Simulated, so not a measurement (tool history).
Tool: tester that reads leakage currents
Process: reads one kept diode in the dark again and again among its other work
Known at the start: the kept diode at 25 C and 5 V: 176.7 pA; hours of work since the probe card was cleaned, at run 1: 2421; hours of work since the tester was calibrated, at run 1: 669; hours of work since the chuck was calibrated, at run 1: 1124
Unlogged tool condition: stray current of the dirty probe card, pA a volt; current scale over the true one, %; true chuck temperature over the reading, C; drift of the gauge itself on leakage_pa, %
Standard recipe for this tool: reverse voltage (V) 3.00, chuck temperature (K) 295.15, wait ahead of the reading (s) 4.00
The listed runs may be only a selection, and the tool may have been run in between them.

run	hour	reverse voltage (V)	chuck temperature (K)	wait ahead of the reading (s)	hours of work since the probe card was cleaned	hours of work since the tester was calibrated	hours of work since the chuck was calibrated	current that the tester gives (pA)
1	0.0	3.00	295.15	4.00	2421	669	1124	95.72
2	30.9	3.00	295.15	4.00	2439	688	1143	95.26
# hour 44.5: chuck's temperature calibrated
3	76.9	3.00	295.15	4.00	2466	714	19	117.29
4	101.8	3.00	295.15	4.00	2481	729	34	116.90
5	146.6	3.00	295.15	4.00	2508	756	61	115.70
6	194.2	1.05	295.15	4.00	2536	784	90	80.00
7	224.0	1.05	295.15	4.00	2554	802	108	79.49
8	265.6	1.05	295.15	4.00	2579	827	133	79.11
9	292.3	3.00	307.15	4.00	2595	843	149	292.43
10	313.8	3.00	316.15	4.00	2608	856	162	559.86
11	353.6	3.00	316.15	4.00	2632	880	185	561.50
12	390.9	3.00	316.15	4.00	2654	902	208	558.72
13	431.2	3.00	316.15	4.00	2678	927	232	558.28
14	465.0	3.00	316.15	4.00	2699	947	252	556.57
15	503.0	3.00	316.15	0.79	2722	970	275	556.45
16	524.9	3.00	295.15	4.00	2735	983	288	111.30
17	563.2	3.00	295.15	4.00	2758	1006	311	112.14
18	607.9	3.00	295.15	4.00	2784	1033	338	110.97
19	643.1	3.00	293.15	4.00	2806	1054	359	93.47
20	690.3	3.00	293.15	4.00	2834	1082	388	93.39
21	714.7	11.24	324.15	1.05	2849	1097	402	1516.39
22	734.9	10.01	295.15	5.27	2861	1109	414	168.64
23	765.2	10.01	295.15	5.27	2879	1127	432	168.73
24	787.8	10.01	295.15	5.27	2892	1141	446	167.25
25	816.4	10.01	295.15	5.27	2910	1158	463	167.32
26	848.4	10.01	295.15	5.27	2929	1177	482	167.43
27	895.9	10.27	295.15	2.87	2957	1205	511	167.57
28	936.6	1.92	319.15	4.00	2982	1230	535	564.23
29	982.2	5.51	294.15	4.00	3009	1257	563	122.83
30	1013.5	7.47	299.15	7.01	3028	1276	581	203.49
31	1039.3	7.47	299.15	7.01	3043	1291	597	202.36
32	1064.3	7.47	299.15	7.01	3058	1306	612	202.30
33	1104.4	8.24	299.15	7.01	3082	1331	636	208.86
34	1146.0	8.24	299.15	7.01	3107	1355	661	207.90
35	1176.7	1.58	306.15	4.00	3126	1374	679	199.73
36	1196.2	3.01	294.15	4.93	3137	1386	691	96.81
37	1229.6	3.01	294.15	4.93	3157	1406	711	96.10
38	1257.3	3.01	294.15	4.93	3174	1422	728	95.82
39	1283.5	3.01	294.15	4.93	3190	1438	743	96.01
40	1323.5	10.93	324.15	0.96	3214	1462	767	1416.68

Here are 3 independent what-if runs from the current tool condition. What would each one return?
A	1357.3	3.17	325.15	0.79	3234	1482	788	?
B	1357.3	2.95	324.15	1.94	3234	1482	788	?
C	1357.3	10.93	308.15	0.96	3234	1482	788	?

run	current that the tester gives (pA)
A	988.33
B	894.93
C	450.52
Without the tool's unlogged condition, the same runs would have read:
run	current that the tester gives (pA)
A	1099.99
B	996.75
C	503.23
